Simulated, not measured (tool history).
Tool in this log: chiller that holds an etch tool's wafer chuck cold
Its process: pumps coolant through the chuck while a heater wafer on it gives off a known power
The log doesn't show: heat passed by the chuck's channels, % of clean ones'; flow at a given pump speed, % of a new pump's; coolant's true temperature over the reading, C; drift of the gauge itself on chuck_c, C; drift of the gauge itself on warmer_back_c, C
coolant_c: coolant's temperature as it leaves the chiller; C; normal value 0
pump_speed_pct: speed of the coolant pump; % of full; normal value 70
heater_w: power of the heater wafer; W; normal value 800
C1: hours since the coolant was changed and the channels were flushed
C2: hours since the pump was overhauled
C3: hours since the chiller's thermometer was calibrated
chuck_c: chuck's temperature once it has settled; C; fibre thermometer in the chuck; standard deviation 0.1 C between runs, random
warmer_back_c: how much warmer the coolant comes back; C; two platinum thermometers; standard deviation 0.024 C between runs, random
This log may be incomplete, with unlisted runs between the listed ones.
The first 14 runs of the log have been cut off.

Run 15, hour 1852.4: usual settings but coolant_c -6 C, pump_speed_pct 75 % of full; C1 6582; C2 4821; C3 591. Result: chuck_c 4.5 C, warmer_back_c 3.59 C.
Run 16, hour 1988.4: usual settings but coolant_c -6 C, pump_speed_pct 75 % of full; C1 6718; C2 4957; C3 727. Result: chuck_c 4.5 C, warmer_back_c 3.64 C.
Run 17, hour 2105.1: usual settings but coolant_c -6 C, pump_speed_pct 75 % of full; C1 6835; C2 5074; C3 844. Result: chuck_c 4.5 C, warmer_back_c 3.61 C.
Run 18, hour 2258.0: usual settings but heater_w 1049 W; C1 6987; C2 5227; C3 997. Result: chuck_c 14.4 C, warmer_back_c 5.11 C.
Run 19, hour 2375.7: usual settings but heater_w 1049 W; C1 7105; C2 5344; C3 1115. Result: chuck_c 14.5 C, warmer_back_c 5.09 C.
Run 20, hour 2511.8: usual settings but heater_w 1049 W; C1 7241; C2 5481; C3 1251. Result: chuck_c 14.3 C, warmer_back_c 5.13 C.
Run 21, hour 2676.6: usual settings but coolant_c -2 C, pump_speed_pct 89 % of full, heater_w 1099 W; C1 7406; C2 5645; C3 1416. Result: chuck_c 11.0 C, warmer_back_c 4.11 C.
Run 22, hour 2791.0: usual settings but coolant_c -2 C, pump_speed_pct 89 % of full, heater_w 1099 W; C1 7520; C2 5760; C3 1530. Result: chuck_c 11.2 C, warmer_back_c 4.09 C.
Run 23, hour 2939.2: usual settings but coolant_c -2 C, pump_speed_pct 89 % of full, heater_w 1099 W; C1 7669; C2 5908; C3 1678. Result: chuck_c 11.0 C, warmer_back_c 4.10 C.
Run 24, hour 3106.5: usual settings but coolant_c -3 C, pump_speed_pct 89 % of full, heater_w 402 W; C1 7836; C2 6075; C3 1846. Result: chuck_c 1.7 C, warmer_back_c 1.48 C.
Run 25, hour 3269.6: usual settings but coolant_c -8 C, pump_speed_pct 95 % of full; C1 7999; C2 6238; C3 2009. Result: chuck_c 1.1 C, warmer_back_c 2.80 C.
Run 26, hour 3404.5: usual settings but coolant_c -5 C, pump_speed_pct 64 % of full, heater_w 1081 W; C1 8134; C2 6373; C3 2144. Result: chuck_c 10.8 C, warmer_back_c 5.84 C.
Run 27, hour 3495.8: usual settings but coolant_c 1 C, pump_speed_pct 67 % of full, heater_w 767 W; C1 8225; C2 6465; C3 2235. Result: chuck_c 11.7 C, warmer_back_c 3.96 C.
Run 28, hour 3677.2: usual settings but coolant_c 1 C, pump_speed_pct 67 % of full, heater_w 767 W; C1 8407; C2 6646; C3 2416. Result: chuck_c 11.8 C, warmer_back_c 3.94 C.
At hour 3777.2: chiller's thermometer calibrated.
Run 29, hour 3801.3: usual settings but coolant_c -5 C, pump_speed_pct 100 % of full, heater_w 816 W; C1 8530; C2 6769; C3 24. Result: chuck_c 4.0 C, warmer_back_c 2.66 C.
Run 30, hour 3926.0: usual settings but coolant_c -5 C, pump_speed_pct 100 % of full, heater_w 816 W; C1 8654; C2 6894; C3 149. Result: chuck_c 3.9 C, warmer_back_c 2.66 C.
Run 31, hour 4074.9: usual settings but coolant_c -6 C, pump_speed_pct 72 % of full, heater_w 726 W; C1 8803; C2 7043; C3 298. Result: chuck_c 3.9 C, warmer_back_c 3.46 C.
Run 32, hour 4200.6: usual settings but coolant_c 2 C, pump_speed_pct 63 % of full, heater_w 725 W; C1 8929; C2 7168; C3 423. Result: chuck_c 12.5 C, warmer_back_c 4.04 C.
Run 33, hour 4288.8: usual settings but coolant_c 2 C, pump_speed_pct 63 % of full, heater_w 725 W; C1 9017; C2 7257; C3 512. Result: chuck_c 12.6 C, warmer_back_c 4.01 C.

Predict each of these 3 candidate next runs independently; none follows another, all start after run 33:
Run A, hour 4468.9: usual settings but heater_w 530 W; C1 9197; C2 7437; C3 692. Result: chuck_c ?, warmer_back_c ?.
Run B, hour 4468.9: usual settings but coolant_c 1 C, pump_speed_pct 63 % of full, heater_w 549 W; C1 9197; C2 7437; C3 692. Result: chuck_c ?, warmer_back_c ?.
Run C, hour 4468.9: usual settings but coolant_c 2 C, pump_speed_pct 61 % of full, heater_w 725 W; C1 9197; C2 7437; C3 692. Result: chuck_c ?, warmer_back_c ?.

run  chuck_c  warmer_back_c
  A      7.4           2.60
  B      9.0           3.02
  C     12.8           4.14
Without the tool's unlogged condition, the same runs would have read:
run  chuck_c  warmer_back_c
  A      7.3           2.59
  B      9.0           3.01
  C     12.8           4.13
